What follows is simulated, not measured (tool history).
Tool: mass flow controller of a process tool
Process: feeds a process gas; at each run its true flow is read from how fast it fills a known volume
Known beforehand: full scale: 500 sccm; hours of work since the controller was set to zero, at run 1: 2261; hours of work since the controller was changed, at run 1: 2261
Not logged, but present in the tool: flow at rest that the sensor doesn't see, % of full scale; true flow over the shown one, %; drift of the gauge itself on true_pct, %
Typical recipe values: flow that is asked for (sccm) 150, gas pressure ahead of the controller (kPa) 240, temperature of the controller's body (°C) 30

run	day	flow that is asked for (sccm)	gas pressure ahead of the controller (kPa)	temperature of the controller's body (°C)	hours of work since the controller was set to zero	hours of work since the controller was changed	true flow (%)
1	0.000	150	240	30	2261	2261	99.34
2	4.129	150	240	30	2324	2324	99.39
3	7.062	150	240	30	2369	2369	99.32
4	11.242	92	240	30	2433	2433	99.84
5	14.567	117	240	30	2484	2484	99.61
6	17.596	117	240	30	2531	2531	99.67
7	21.375	117	240	30	2589	2589	99.68
8	25.304	117	240	30	2649	2649	99.67
9	27.525	150	240	30	2683	2683	99.46
10	30.988	150	240	30	2737	2737	99.46
11	33.204	150	240	30	2771	2771	99.37
12	37.758	150	229	30	2841	2841	99.48
13	42.446	150	229	30	2913	2913	99.49
14	46.550	150	229	30	2976	2976	99.45
15	49.171	150	229	30	3016	3016	99.44
16	54.208	150	229	30	3093	3093	99.43
17	57.704	150	229	30	3147	3147	99.51
18	59.792	118	253	30	3179	3179	99.59
19	64.404	150	172	30	3250	3250	99.95
20	66.546	73	172	30	3283	3283	101.16
21	70.671	433	154	30	3346	3346	99.41
22	75.312	433	154	30	3417	3417	99.57
23	79.892	53	154	24	3488	3488	103.05
24	84.442	53	154	24	3558	3558	103.10
25	87.517	173	170	21	3605	3605	100.85
26	90.267	173	170	21	3647	3647	100.89
27	94.746	331	212	30	3716	3716	99.22
28	97.150	150	240	39	3753	3753	98.32
29	101.504	150	240	39	3820	3820	98.45
30	105.842	193	245	30	3886	3886	99.25
31	110.821	55	207	30	3963	3963	102.23

Below are 3 alternative next runs, each starting from the tool's condition after run 31. Predict each:
A	113.983	396	223	30	4011	4011	?
B	113.983	130	144	21	4011	4011	?
C	113.983	150	231	30	4011	4011	?

run	true flow (%)
A	99.01
B	101.37
C	99.68
Had the tool no hidden state, the same runs would have come out as:
run	true flow (%)
A	99.21
B	100.43
C	98.97

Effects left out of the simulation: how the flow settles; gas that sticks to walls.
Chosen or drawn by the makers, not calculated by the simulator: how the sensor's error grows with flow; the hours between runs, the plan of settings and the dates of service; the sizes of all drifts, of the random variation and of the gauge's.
